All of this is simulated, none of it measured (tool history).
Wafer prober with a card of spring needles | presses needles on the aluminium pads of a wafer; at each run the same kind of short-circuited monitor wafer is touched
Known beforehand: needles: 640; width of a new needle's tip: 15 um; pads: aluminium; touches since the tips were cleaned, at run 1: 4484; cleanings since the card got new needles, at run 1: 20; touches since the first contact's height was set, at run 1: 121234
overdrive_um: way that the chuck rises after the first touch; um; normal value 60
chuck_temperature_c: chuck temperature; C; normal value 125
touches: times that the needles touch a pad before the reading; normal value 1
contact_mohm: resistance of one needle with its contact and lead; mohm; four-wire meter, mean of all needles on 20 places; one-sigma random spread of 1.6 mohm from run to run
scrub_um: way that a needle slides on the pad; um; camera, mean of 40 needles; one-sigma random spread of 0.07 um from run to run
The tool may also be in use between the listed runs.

run,hour,overdrive_um,chuck_temperature_c,touches,touches since the tips were cleaned,cleanings since the card got new needles,touches since the first contact's height was set,contact_mohm,scrub_um
1,0,60,125,1,4484,20,121234,481,10.43
# hour 3.5: tips cleaned on abrasive film
# hour 20.6: tips cleaned on abrasive film
# hour 34.4: tips cleaned on abrasive film
2,44.3,58,125,1,3594,23,137145,504,10.05
# hour 51.2: tips cleaned on abrasive film
# hour 68.4: tips cleaned on abrasive film
# hour 85.5: tips cleaned on abrasive film
3,94.5,58,125,1,3255,26,155179,481,10.06
# hour 101.4: tips cleaned on abrasive film
# hour 115.2: tips cleaned on abrasive film
# hour 132.3: tips cleaned on abrasive film
# hour 146.6: tips cleaned on abrasive film
4,146.6,58,125,1,0,30,173851,181,9.88
# hour 163.7: tips cleaned on abrasive film
# hour 177.4: tips cleaned on abrasive film
5,181.4,58,125,1,1426,32,186357,345,9.85
# hour 191.7: tips cleaned on abrasive film
# hour 208.8: tips cleaned on abrasive film
# hour 219.3: height of the first contact set anew
# hour 226.2: tips cleaned on abrasive film
6,238.8,58,125,1,4526,35,6989,502,10.51
# hour 242.3: tips cleaned on abrasive film
# hour 256: tips cleaned on abrasive film
# hour 273.1: tips cleaned on abrasive film
# hour 290.3: tips cleaned on abrasive film
7,295.3,58,125,1,1815,39,27279,368,10.43
# hour 305.6: tips cleaned on abrasive film
# hour 319.3: tips cleaned on abrasive film
# hour 336.5: tips cleaned on abrasive film
# hour 350.2: tips cleaned on abrasive film
# hour 367.4: tips cleaned on abrasive film
8,373.4,58,125,1,2179,44,55322,417,10.27
# hour 383.7: tips cleaned on abrasive film
# hour 400.8: tips cleaned on abrasive film
# hour 418: tips cleaned on abrasive film
9,422.4,71,125,1,1618,47,72951,316,12.5
# hour 432.8: tips cleaned on abrasive film
# hour 446.5: tips cleaned on abrasive film
# hour 460.2: tips cleaned on abrasive film
10,469.8,71,125,1,3449,50,89951,370,12.49
# hour 476.7: tips cleaned on abrasive film
# hour 490.4: tips cleaned on abrasive film
# hour 504.1: tips cleaned on abrasive film
# hour 521.3: tips cleaned on abrasive film
11,523.4,60,125,1,760,54,109185,298,10.5
# hour 537.1: tips cleaned on abrasive film
# hour 554.3: tips cleaned on abrasive film
12,563.8,60,125,1,3438,56,123708,507,10.39
# hour 570.7: tips cleaned on abrasive film
# hour 587.8: tips cleaned on abrasive film
# hour 604.9: tips cleaned on abrasive film
# hour 622.1: tips cleaned on abrasive film
13,635,60,49,1,4664,60,149303,610,10.32
# hour 638.5: tips cleaned on abrasive film
# hour 652.2: tips cleaned on abrasive film
# hour 665.9: tips cleaned on abrasive film
14,674.4,60,49,1,3074,63,163462,504,10.23
# hour 681.4: tips cleaned on abrasive film
# hour 698.5: tips cleaned on abrasive film
# hour 715.6: tips cleaned on abrasive film
15,722,60,125,2,2320,66,180556,352,10.21
# hour 732.4: tips cleaned on abrasive film
# hour 746.1: tips cleaned on abrasive film
# hour 759.8: tips cleaned on abrasive film
# hour 776.9: tips cleaned on abrasive film
# hour 777.2: height of the first contact set anew
# hour 794.4: tips cleaned on abrasive film
16,798.1,73,95,1,1343,71,7501,272,13.24
# hour 808.4: tips cleaned on abrasive film
# hour 825.6: tips cleaned on abrasive film
# hour 842.7: tips cleaned on abrasive film
# hour 856.4: tips cleaned on abrasive film
# hour 873.6: tips cleaned on abrasive film
17,879.5,73,95,1,2148,76,36751,328,13.08
# hour 889.8: tips cleaned on abrasive film
# hour 903.6: tips cleaned on abrasive film
# hour 920.7: tips cleaned on abrasive film
# hour 934.4: tips cleaned on abrasive film
18,945.3,67,109,2,3917,80,60372,342,11.95
# hour 948.8: tips cleaned on abrasive film
# hour 962.5: tips cleaned on abrasive film
# hour 979.6: tips cleaned on abrasive film
# hour 993.4: tips cleaned on abrasive film
19,1003.7,80,26,1,3744,84,81359,397,14.16
# hour 1007.2: tips cleaned on abrasive film
# hour 1020.9: tips cleaned on abrasive film
# hour 1038.1: tips cleaned on abrasive film
# hour 1055.2: tips cleaned on abrasive film
20,1058,51,125,1,1015,88,100830,369,8.9
# hour 1071.7: tips cleaned on abrasive film
# hour 1088.9: tips cleaned on abrasive film
# hour 1106: tips cleaned on abrasive film
# hour 1123.1: tips cleaned on abrasive film
21,1126.2,51,125,1,1110,92,125331,390,8.92
# hour 1139.9: tips cleaned on abrasive film
# hour 1153.6: tips cleaned on abrasive film
# hour 1167.4: tips cleaned on abrasive film
# hour 1184.5: tips cleaned on abrasive film
# hour 1201.6: tips cleaned on abrasive film
22,1205.5,51,125,1,1401,97,153824,509,8.57
# hour 1215.8: tips cleaned on abrasive film
# hour 1233: tips cleaned on abrasive film
# hour 1250.1: tips cleaned on abrasive film
# hour 1266.4: tips cleaned on abrasive film
23,1266.4,66,125,1,0,101,175697,178,11.31
# hour 1283.5: tips cleaned on abrasive film
# hour 1300.7: tips cleaned on abrasive film
# hour 1317.8: tips cleaned on abrasive film
# hour 1334.9: tips cleaned on abrasive film
# hour 1335.2: height of the first contact set anew
24,1335.2,60,44,2,0,105,0,160,10.8
# hour 1348.9: tips cleaned on abrasive film
# hour 1366.1: tips cleaned on abrasive film
# hour 1379.8: tips cleaned on abrasive film
25,1383.8,52,37,1,1454,108,17466,483,9.42
# hour 1394.1: tips cleaned on abrasive film
# hour 1407.9: tips cleaned on abrasive film
# hour 1421.9: tips cleaned on abrasive film
26,1421.9,52,37,1,0,111,31128,211,9.19
# hour 1435.6: tips cleaned on abrasive film
# hour 1452.8: tips cleaned on abrasive film
# hour 1466.5: tips cleaned on abrasive film
# hour 1480.2: tips cleaned on abrasive film
# hour 1497.4: tips cleaned on abrasive film
27,1498.2,72,103,1,310,116,58535,213,12.99

Forecast each of these 3 alternatives for the next run:
# hour 1511.9: tips cleaned on abrasive film
# hour 1529.1: tips cleaned on abrasive film
A,1534.1,41,103,3,1834,118,71450,?,?
# hour 1511.9: tips cleaned on abrasive film
# hour 1529.1: tips cleaned on abrasive film
B,1534.1,67,75,2,1834,118,71450,?,?
# hour 1511.9: tips cleaned on abrasive film
# hour 1529.1: tips cleaned on abrasive film
C,1534.1,72,31,1,1834,118,71450,?,?

run,contact_mohm,scrub_um
A,399,7.08
B,297,11.91
C,375,12.75
Without the tool's unlogged condition, the same runs would have read:
run,contact_mohm,scrub_um
A,158,7.32
B,139,12.15
C,133,13
